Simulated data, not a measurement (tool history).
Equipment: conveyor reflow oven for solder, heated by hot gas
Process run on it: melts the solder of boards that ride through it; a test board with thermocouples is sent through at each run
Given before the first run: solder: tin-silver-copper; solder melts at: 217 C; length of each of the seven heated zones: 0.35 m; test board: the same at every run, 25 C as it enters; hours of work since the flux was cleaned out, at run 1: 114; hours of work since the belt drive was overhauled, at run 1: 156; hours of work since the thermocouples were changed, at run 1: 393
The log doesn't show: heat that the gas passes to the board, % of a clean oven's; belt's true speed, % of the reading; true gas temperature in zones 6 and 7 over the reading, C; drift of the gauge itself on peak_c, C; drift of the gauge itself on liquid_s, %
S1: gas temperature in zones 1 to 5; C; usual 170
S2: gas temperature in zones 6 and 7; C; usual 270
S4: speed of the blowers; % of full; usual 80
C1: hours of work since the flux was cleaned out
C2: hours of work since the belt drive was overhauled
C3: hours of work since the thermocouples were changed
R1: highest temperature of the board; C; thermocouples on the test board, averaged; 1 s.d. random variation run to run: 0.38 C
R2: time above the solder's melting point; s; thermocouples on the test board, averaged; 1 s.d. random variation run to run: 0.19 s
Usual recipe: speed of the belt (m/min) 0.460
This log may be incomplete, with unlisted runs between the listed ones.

run 1 hour=0.0 | S1=170 S2=270 speed_of_the_belt_(m/min)=0.460 S4=80 | C1=114 C2=156 C3=393 | R1=254.7 R2=69.8
run 2 hour=15.5 | S1=170 S2=270 speed_of_the_belt_(m/min)=0.460 S4=80 | C1=124 C2=165 C3=402 | R1=254.2 R2=69.6
run 3 hour=28.6 | S1=170 S2=270 speed_of_the_belt_(m/min)=0.460 S4=80 | C1=131 C2=173 C3=410 | R1=254.4 R2=69.5
run 4 hour=41.1 | S1=170 S2=262 speed_of_the_belt_(m/min)=0.460 S4=80 | C1=139 C2=180 C3=417 | R1=247.3 R2=63.7
run 5 hour=52.0 | S1=170 S2=270 speed_of_the_belt_(m/min)=0.460 S4=80 | C1=145 C2=187 C3=424 | R1=254.1 R2=69.2
run 6 hour=66.4 | S1=170 S2=270 speed_of_the_belt_(m/min)=0.419 S4=80 | C1=154 C2=195 C3=432 | R1=257.1 R2=78.9
run 7 hour=75.8 | S1=170 S2=270 speed_of_the_belt_(m/min)=0.460 S4=65 | C1=159 C2=201 C3=438 | R1=251.7 R2=66.2
-- hour=82.4 flux residue cleaned out of gas plates and filters
run 8 hour=91.6 | S1=170 S2=270 speed_of_the_belt_(m/min)=0.460 S4=65 | C1=5 C2=207 C3=444 | R1=250.8 R2=65.2
run 9 hour=103.1 | S1=170 S2=270 speed_of_the_belt_(m/min)=0.460 S4=80 | C1=12 C2=214 C3=451 | R1=253.5 R2=68.3
run 10 hour=118.1 | S1=170 S2=270 speed_of_the_belt_(m/min)=0.460 S4=80 | C1=21 C2=223 C3=460 | R1=254.0 R2=68.5
run 11 hour=125.6 | S1=170 S2=270 speed_of_the_belt_(m/min)=0.460 S4=80 | C1=26 C2=227 C3=464 | R1=252.8 R2=68.0
run 12 hour=141.6 | S1=157 S2=270 speed_of_the_belt_(m/min)=0.417 S4=80 | C1=35 C2=236 C3=474 | R1=254.1 R2=71.7
-- hour=148.7 flux residue cleaned out of gas plates and filters, once more
run 13 hour=154.2 | S1=157 S2=270 speed_of_the_belt_(m/min)=0.417 S4=80 | C1=3 C2=241 C3=478 | R1=256.5 R2=74.6
run 14 hour=165.4 | S1=185 S2=270 speed_of_the_belt_(m/min)=0.456 S4=80 | C1=10 C2=248 C3=485 | R1=257.4 R2=79.3
run 15 hour=178.9 | S1=176 S2=266 speed_of_the_belt_(m/min)=0.456 S4=68 | C1=18 C2=256 C3=493 | R1=250.8 R2=69.6
run 16 hour=196.5 | S1=173 S2=270 speed_of_the_belt_(m/min)=0.460 S4=73 | C1=28 C2=266 C3=503 | R1=254.6 R2=71.0
run 17 hour=205.6 | S1=181 S2=260 speed_of_the_belt_(m/min)=0.440 S4=73 | C1=34 C2=271 C3=509 | R1=247.5 R2=72.7
run 18 hour=217.7 | S1=166 S2=260 speed_of_the_belt_(m/min)=0.440 S4=52 | C1=41 C2=278 C3=516 | R1=240.8 R2=56.7
run 19 hour=234.3 | S1=166 S2=260 speed_of_the_belt_(m/min)=0.440 S4=52 | C1=51 C2=288 C3=526 | R1=241.1 R2=56.7
run 20 hour=248.5 | S1=166 S2=260 speed_of_the_belt_(m/min)=0.440 S4=52 | C1=59 C2=297 C3=534 | R1=241.0 R2=56.7
run 21 hour=264.1 | S1=166 S2=260 speed_of_the_belt_(m/min)=0.440 S4=52 | C1=68 C2=306 C3=543 | R1=241.1 R2=56.4
run 22 hour=277.5 | S1=159 S2=260 speed_of_the_belt_(m/min)=0.440 S4=70 | C1=76 C2=314 C3=551 | R1=243.6 R2=58.5

Alternative continuations, all from the tool just after run 22; predict every row:
run A hour=292.6 | S1=159 S2=262 speed_of_the_belt_(m/min)=0.440 S4=54 | C1=85 C2=323 C3=560 | R1=? R2=?
run B hour=292.6 | S1=162 S2=260 speed_of_the_belt_(m/min)=0.440 S4=70 | C1=85 C2=323 C3=560 | R1=? R2=?
run C hour=292.6 | S1=170 S2=270 speed_of_the_belt_(m/min)=0.460 S4=80 | C1=85 C2=323 C3=560 | R1=? R2=?
run D hour=292.6 | S1=159 S2=259 speed_of_the_belt_(m/min)=0.440 S4=70 | C1=85 C2=323 C3=560 | R1=? R2=?
run E hour=292.6 | S1=159 S2=273 speed_of_the_belt_(m/min)=0.385 S4=60 | C1=85 C2=323 C3=560 | R1=? R2=?

run=A R1=241.9 R2=54.6
run=B R1=244.3 R2=60.3
run=C R1=255.3 R2=70.0
run=D R1=243.0 R2=57.6
run=E R1=257.4 R2=81.7
Take away the tool's hidden state, keep each run's random variation, and the runs would have read:
run=A R1=244.2 R2=57.0
run=B R1=246.7 R2=62.6
run=C R1=257.8 R2=71.4
run=D R1=245.5 R2=60.0
run=E R1=259.8 R2=83.3
